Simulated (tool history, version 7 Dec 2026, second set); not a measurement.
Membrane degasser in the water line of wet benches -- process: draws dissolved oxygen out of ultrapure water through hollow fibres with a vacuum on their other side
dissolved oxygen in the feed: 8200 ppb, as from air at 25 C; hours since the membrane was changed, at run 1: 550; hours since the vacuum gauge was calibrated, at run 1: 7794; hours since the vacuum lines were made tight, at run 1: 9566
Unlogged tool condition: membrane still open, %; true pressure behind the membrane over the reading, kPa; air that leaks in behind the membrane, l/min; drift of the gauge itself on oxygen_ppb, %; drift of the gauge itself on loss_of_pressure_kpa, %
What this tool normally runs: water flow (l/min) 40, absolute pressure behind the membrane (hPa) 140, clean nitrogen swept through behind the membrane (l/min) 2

run    hour  water flow (l/min)  absolute pressure behind the membrane (hPa)  clean nitrogen swept through behind the membrane (l/min)  hours since the membrane was changed  hours since the vacuum gauge was calibrated  hours since the vacuum lines were made tight  dissolved oxygen in the water behind the degasser (ppb)  pressure that the water loses in the fibres (hPa)
  1       0                  40                                          140                                                         2                                   550                                         7794                                          9566                                                      462                                              663.5
       20.1  -- vacuum gauge calibrated
  2      34                  40                                          140                                                         2                                   584                                           14                                          9600                                                      460                                              665.5
  3    89.2                  40                                          140                                                         2                                   639                                           69                                          9655                                                    462.3                                              669.7
  4   161.2                  40                                          140                                                      1.16                                   711                                          141                                          9727                                                    708.6                                              663.1
  5   212.9                  37                                          140                                                         2                                   763                                          193                                          9779                                                    428.1                                              612.7
  6   255.8                  40                                          140                                                         2                                   806                                          236                                          9822                                                    459.5                                              667.8
  7   312.2                  40                                          140                                                         2                                   862                                          292                                          9878                                                    461.6                                              669.9
  8   352.2                  40                                           92                                                         2                                   902                                          332                                          9918                                                      264                                              663.3
  9   418.5                  40                                          140                                                       3.4                                   968                                          398                                          9984                                                    291.9                                              668.3
 10   474.5                  39                                          140                                                         2                                  1025                                          454                                         10040                                                    455.6                                              648.6
 11   531.2                  39                                          140                                                         2                                  1081                                          511                                         10097                                                    444.5                                              648.1
 12   589.8                  39                                          140                                                         2                                  1140                                          570                                         10156                                                    457.9                                              652.3
 13   626.3                  39                                          140                                                         2                                  1176                                          606                                         10192                                                    450.6                                              648.6
 14   693.8                  39                                          140                                                         2                                  1244                                          674                                         10260                                                    448.9                                              651.9
 15   735.9                  39                                          140                                                         2                                  1286                                          716                                         10302                                                    450.1                                              648.9
 16   814.2                  26                                          140                                                         2                                  1364                                          794                                         10380                                                    314.9                                              432.7
 17   877.5                  26                                          140                                                         2                                  1427                                          857                                         10443                                                    315.8                                              435.3
 18   922.7                  26                                          140                                                         2                                  1473                                          903                                         10489                                                    314.5                                              435.8
 19   984.1                  26                                          140                                                         2                                  1534                                          964                                         10550                                                    314.2                                              436.9
 20  1035.6                  55                                          160                                                         2                                  1586                                         1015                                         10601                                                    714.8                                              920.6
 21  1103.5                  54                                          110                                                         2                                  1653                                         1083                                         10669                                                    441.8                                              911.7
 22  1172.3                  54                                          110                                                         2                                  1722                                         1152                                         10738                                                    438.9                                              906.7
 23  1212.8                  54                                          110                                                         2                                  1763                                         1193                                         10779                                                    440.9                                              907.9
 24  1246.6                  42                                          200                                                      1.56                                  1797                                         1227                                         10813                                                    891.4                                              709.6
 25  1296.6                  53                                          213                                                         2                                  1847                                         1277                                         10863                                                    933.1                                                888
 26  1344.2                  36                                          292                                                      3.33                                  1894                                         1324                                         10910                                                    609.7                                              602.6
 27  1386.2                  57                                          227                                                      5.94                                  1936                                         1366                                         10952                                                    436.8                                              952.8
 28  1457.3                  42                                          154                                                      0.88                                  2007                                         1437                                         11023                                                   1011.4                                              708.4
 29  1507.3                  42                                          154                                                      0.88                                  2057                                         1487                                         11073                                                   1010.2                                              705.3
 30  1570.2                  45                                          206                                                      1.39                                  2120                                         1550                                         11136                                                   1060.3                                              755.1
 31  1617.7                  59                                          140                                                      1.15                                  2168                                         1598                                         11184                                                    975.3                                              992.7
 32  1672.8                  55                                          111                                                      0.86                                  2223                                         1653                                         11239                                                    847.5                                              920.4
 33  1715.3                  40                                           99                                                         2                                  2265                                         1695                                         11281                                                    293.3                                              671.5

Each row is a separate what-if for the run after 33, all from the same tool condition, not one after another. Results?
  A  1751                  36                                          133                                                      2.19                                  2301                                         1731                                         11317                                                        ?                                                  ?
  B  1751                  34                                          334                                                      3.86                                  2301                                         1731                                         11317                                                        ?                                                  ?
  C  1751                  25                                          137                                                         2                                  2301                                         1731                                         11317                                                        ?                                                  ?

run  dissolved oxygen in the water behind the degasser (ppb)  pressure that the water loses in the fibres (hPa)
  A                                                    362.9                                              601.3
  B                                                    593.2                                              575.6
  C                                                    296.9                                              418.3
Without the tool's unlogged condition, the same runs would have read:
run  dissolved oxygen in the water behind the degasser (ppb)  pressure that the water loses in the fibres (hPa)
  A                                                    362.6                                              591.7
  B                                                    592.8                                              566.5
  C                                                    296.6                                              411.7
